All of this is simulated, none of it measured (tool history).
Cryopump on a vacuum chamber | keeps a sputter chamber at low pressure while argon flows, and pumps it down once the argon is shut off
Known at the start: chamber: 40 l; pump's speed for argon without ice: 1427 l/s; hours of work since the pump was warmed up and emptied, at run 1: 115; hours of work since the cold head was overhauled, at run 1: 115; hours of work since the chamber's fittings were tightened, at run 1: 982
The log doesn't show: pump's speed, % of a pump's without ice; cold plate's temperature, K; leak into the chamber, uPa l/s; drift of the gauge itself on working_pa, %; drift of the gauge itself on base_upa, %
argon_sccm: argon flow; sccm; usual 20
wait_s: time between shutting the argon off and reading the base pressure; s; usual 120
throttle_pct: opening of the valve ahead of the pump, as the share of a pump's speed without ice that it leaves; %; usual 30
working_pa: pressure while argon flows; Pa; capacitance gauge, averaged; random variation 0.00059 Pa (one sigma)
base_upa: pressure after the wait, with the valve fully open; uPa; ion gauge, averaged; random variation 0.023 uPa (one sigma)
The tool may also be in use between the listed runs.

| run | hour | argon_sccm | wait_s | throttle_pct | hours of work since the pump was warmed up and emptied | hours of work since the cold head was overhauled | hours of work since the chamber's fittings were tightened | working_pa | base_upa |
|---|---|---|---|---|---|---|---|---|---|
| 1 | 0 | 20 | 120 | 30 | 115 | 115 | 982 | 0.0796 | 2.81 |
| 2 | 11.2 | 20 | 120 | 20 | 124 | 124 | 991 | 0.1185 | 2.92 |
| 3 | 26.3 | 20 | 120 | 20 | 136 | 136 | 1003 | 0.12 | 2.96 |
| 4 | 34.3 | 20 | 120 | 29 | 143 | 143 | 1010 | 0.0836 | 2.92 |
| 5 | 44.4 | 20 | 120 | 38 | 151 | 151 | 1018 | 0.0627 | 2.94 |
| 6 | 55.7 | 20 | 120 | 57 | 160 | 160 | 1027 | 0.0421 | 2.98 |
| 7 | 65.2 | 20 | 120 | 57 | 167 | 167 | 1035 | 0.043 | 3.08 |
| 8 | 72.5 | 22 | 120 | 30 | 173 | 173 | 1040 | 0.0881 | 3.03 |
| 9 | 87.9 | 22 | 120 | 30 | 186 | 186 | 1053 | 0.0891 | 3.03 |
| 10 | 95.3 | 22 | 120 | 30 | 191 | 191 | 1059 | 0.0882 | 3.02 |
| 11 | 111.6 | 20 | 120 | 35 | 205 | 205 | 1072 | 0.0701 | 3.15 |
| 12 | 121.1 | 20 | 120 | 35 | 212 | 212 | 1079 | 0.0696 | 3.14 |
| 13 | 130.2 | 23 | 84 | 35 | 220 | 220 | 1087 | 0.0794 | 3.36 |
| 14 | 143.2 | 23 | 210 | 19 | 230 | 230 | 1097 | 0.1446 | 2.98 |
| 15 | 158.1 | 20 | 96 | 30 | 242 | 242 | 1109 | 0.081 | 3.41 |
| 16 | 165.6 | 20 | 96 | 30 | 248 | 248 | 1115 | 0.0815 | 3.33 |
| 17 | 179.6 | 20 | 96 | 30 | 259 | 259 | 1126 | 0.0807 | 3.38 |
| 18 | 188.9 | 20 | 141 | 59 | 267 | 267 | 1134 | 0.0428 | 3.23 |
| 19 | 202.4 | 20 | 184 | 18 | 277 | 277 | 1145 | 0.1343 | 3.27 |
| 20 | 209.8 | 20 | 184 | 18 | 283 | 283 | 1151 | 0.1346 | 3.24 |
| 21 | 225.7 | 23 | 26 | 18 | 296 | 296 | 1163 | 0.1547 | 5.44 |
| 22 | 241.6 | 20 | 120 | 19 | 309 | 309 | 1176 | 0.1259 | 3.44 |

Forecast each of these 4 alternatives for the next run:
| A | 253.5 | 10 | 243 | 30 | 318 | 318 | 1186 | ? | ? |
| B | 253.5 | 10 | 120 | 42 | 318 | 318 | 1186 | ? | ? |
| C | 253.5 | 20 | 120 | 49 | 318 | 318 | 1186 | ? | ? |
| D | 253.5 | 10 | 120 | 30 | 318 | 318 | 1186 | ? | ? |

| run | working_pa | base_upa |
|---|---|---|
| A | 0.0407 | 3.18 |
| B | 0.0295 | 3.39 |
| C | 0.0514 | 3.54 |
| D | 0.0405 | 3.52 |
Without the tool's hidden state the same runs would have given:
| run | working_pa | base_upa |
|---|---|---|
| A | 0.0395 | 0.47 |
| B | 0.0283 | 0.7 |
| C | 0.049 | 0.8 |
| D | 0.0393 | 0.74 |

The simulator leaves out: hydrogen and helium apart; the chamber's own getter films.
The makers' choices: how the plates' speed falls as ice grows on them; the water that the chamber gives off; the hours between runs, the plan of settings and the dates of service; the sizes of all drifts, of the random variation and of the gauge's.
